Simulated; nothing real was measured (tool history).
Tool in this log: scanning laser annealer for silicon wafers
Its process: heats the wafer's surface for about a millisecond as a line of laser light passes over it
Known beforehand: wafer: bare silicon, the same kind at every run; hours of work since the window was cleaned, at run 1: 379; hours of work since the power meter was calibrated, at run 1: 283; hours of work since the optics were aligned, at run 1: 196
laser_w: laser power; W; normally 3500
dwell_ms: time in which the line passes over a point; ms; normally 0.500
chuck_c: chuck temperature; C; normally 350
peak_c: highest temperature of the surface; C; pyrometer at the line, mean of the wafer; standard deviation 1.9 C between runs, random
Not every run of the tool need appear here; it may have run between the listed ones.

run    hour  laser_w  dwell_ms  chuck_c  hours of work since the window was cleaned  hours of work since the power meter was calibrated  hours of work since the optics were aligned  peak_c
  1     0.0     3500     0.500      350                                         379                                                 283                                          196    1128
  2    49.6     3500     0.500      350                                         413                                                 317                                          230    1126
  3   103.5     3500     0.500      350                                         450                                                 353                                          267    1126
  4   159.5     3500     0.500      350                                         488                                                 391                                          305    1122
  5   198.3     3500     0.500      350                                         514                                                 418                                          331    1122
  6   238.1     3500     0.500      350                                         541                                                 445                                          358    1120
  7   267.5     3500     0.500      350                                         561                                                 465                                          378    1119
  8   311.1     3500     0.500      350                                         591                                                 494                                          408    1118
  9   352.3     3500     0.500      350                                         619                                                 522                                          436    1117
 10   388.6     3500     0.500      350                                         644                                                 547                                          460    1116
 11   419.9     3504     0.500      350                                         665                                                 568                                          482    1118
 12   474.2     3500     0.500      350                                         702                                                 605                                          519    1114
 13   517.0     3500     0.500      350                                         731                                                 634                                          548    1112
 14   541.9     3500     0.500      329                                         748                                                 651                                          565    1094
 15   598.1     3109     0.500      350                                         786                                                 689                                          603    1032
 16   651.8     3109     0.500      350                                         822                                                 726                                          639    1030
 17   701.2     3109     0.500      350                                         856                                                 760                                          673    1032
 18   730.2     3500     0.457      350                                         876                                                 779                                          693    1078
      747.8  -- window over the wafer cleaned
 19   787.7     3187     0.500      350                                          27                                                 817                                          730    1062
 20   816.2     3187     0.500      350                                          46                                                 836                                          750    1064
 21   858.0     3187     0.500      350                                          75                                                 865                                          778    1061
 22   900.1     3187     0.500      350                                         104                                                 893                                          807    1063
 23   927.5     3634     0.460      350                                         122                                                 912                                          825    1122
 24   979.2     3634     0.495      350                                         157                                                 947                                          860    1147
 25  1035.6     3634     0.495      350                                         196                                                 985                                          899    1143
 26  1086.8     3634     0.495      350                                         230                                                1020                                          934    1145
 27  1125.2     3087     0.532      374                                         257                                                1046                                          960    1079
 28  1161.4     3026     0.470      311                                         281                                                1071                                          984     961
 29  1188.1     3730     0.531      390                                         299                                                1089                                         1002    1226
 30  1240.7     3650     0.500      366                                         335                                                1125                                         1038    1162
 31  1277.9     3573     0.455      326                                         360                                                1150                                         1063    1070
     1296.4  -- optics aligned, line set to its width
 32  1312.2     3057     0.500      350                                         380                                                1170                                           11    1037
 33  1368.0     3500     0.500      338                                         418                                                1208                                           49    1112
 34  1408.8     3370     0.417      320                                         446                                                1236                                           76    1003
 35  1442.6     3496     0.500      313                                         469                                                1259                                           99    1084
 36  1474.2     3496     0.500      313                                         490                                                1280                                          121    1081
 37  1516.9     3496     0.500      313                                         519                                                1309                                          150    1082
 38  1540.0     3368     0.564      331                                         535                                                1325                                          166    1120
 39  1589.5     3603     0.383      331                                         569                                                1358                                          199    1028
 40  1639.0     3603     0.383      331                                         602                                                1392                                          233    1023
 41  1682.3     3603     0.375      343                                         632                                                1422                                          262    1029

The same runs without the tool's hidden state, with the same run-to-run variation:
Hidden conditions of the tool in this case: light that passes the window, % of a clean one's; laser's true power over the reading, %; width of the line over the set one, %; drift of the gauge itself on peak_c, C.
run  peak_c
  1    1140
  2    1138
  3    1140
  4    1138
  5    1139
  6    1138
  7    1137
  8    1137
  9    1138
 10    1138
 11    1141
 12    1138
 13    1137
 14    1119
 15    1056
 16    1055
 17    1059
 18    1108
 19    1072
 20    1074
 21    1072
 22    1076
 23    1137
 24    1163
 25    1160
 26    1164
 27    1097
 28     979
 29    1249
 30    1186
 31    1093
 32    1048
 33    1126
 34    1016
 35    1100
 36    1097
 37    1100
 38    1139
 39    1046
 40    1042
 41    1049
